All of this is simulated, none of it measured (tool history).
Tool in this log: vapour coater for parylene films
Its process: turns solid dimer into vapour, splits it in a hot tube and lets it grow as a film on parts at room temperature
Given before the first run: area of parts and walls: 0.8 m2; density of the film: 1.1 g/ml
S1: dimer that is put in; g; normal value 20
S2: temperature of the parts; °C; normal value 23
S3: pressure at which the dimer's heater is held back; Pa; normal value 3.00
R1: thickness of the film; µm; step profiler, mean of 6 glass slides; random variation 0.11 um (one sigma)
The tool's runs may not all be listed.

run,hour,S1,S2,S3,R1
1,0.0,20,23,3.00,12.97
2,66.6,20,29,3.00,11.30
3,109.6,20,29,3.00,10.97
4,176.8,20,29,3.00,10.74
5,233.3,12,23,3.00,7.48
6,289.8,20,23,3.00,12.21
7,355.4,20,23,7.14,10.73
8,398.4,20,23,7.14,10.75
9,434.5,20,22,7.14,10.78
10,479.6,20,23,3.00,11.48
# hour 513.0: trap's valve overhauled
11,546.3,20,23,7.31,12.02
12,585.7,20,23,7.31,11.81
13,626.8,20,19,7.31,12.96
14,666.0,20,19,7.31,12.80
15,703.0,20,19,7.31,12.60
# hour 749.7: table's thermometer calibrated
16,762.2,20,19,7.31,12.84
17,799.9,20,23,3.00,12.93
18,848.2,20,23,3.00,12.80
19,875.3,20,23,3.00,12.69
20,917.9,20,23,2.47,12.96
21,960.4,20,23,2.47,12.66
22,998.5,20,23,2.47,12.66
23,1064.9,20,23,2.47,12.28
24,1106.8,24,16,2.12,17.75
25,1146.6,9,23,4.32,5.06
# hour 1188.0: trap's valve overhauled
26,1194.6,25,23,3.00,16.53
27,1253.4,24,15,9.92,16.83
28,1304.5,24,15,9.92,16.39
29,1338.7,24,15,9.92,16.39
30,1384.1,16,22,3.24,10.60
31,1416.3,36,23,4.17,22.64
32,1447.3,10,30,2.65,5.53
33,1476.6,10,30,2.65,5.47
34,1517.3,10,30,2.65,5.37
35,1566.4,11,23,6.68,6.31
36,1606.1,11,23,6.68,6.21
37,1663.4,11,23,6.68,6.02
38,1692.9,33,16,6.32,21.78
39,1739.0,33,16,6.32,21.23
40,1805.5,16,22,9.15,8.52
# hour 1864.2: trap's valve overhauled
41,1867.4,16,22,9.15,9.61
42,1916.7,16,22,9.15,9.59
43,1969.7,13,23,3.00,8.52
44,2019.8,15,31,5.77,7.41
45,2085.9,20,34,3.71,9.52
46,2134.2,20,34,2.52,9.86

Each row is a separate what-if for the run after 46, all from the same tool condition, not one after another. Results?
A,2163.0,11,30,3.00,?
B,2163.0,20,21,3.00,?
C,2163.0,28,32,2.11,?

run,R1
A,5.70
B,13.05
C,14.67
Stripped of hidden state, with their random variation kept, the same runs would have yielded:
run,R1
A,6.29
B,14.38
C,16.17
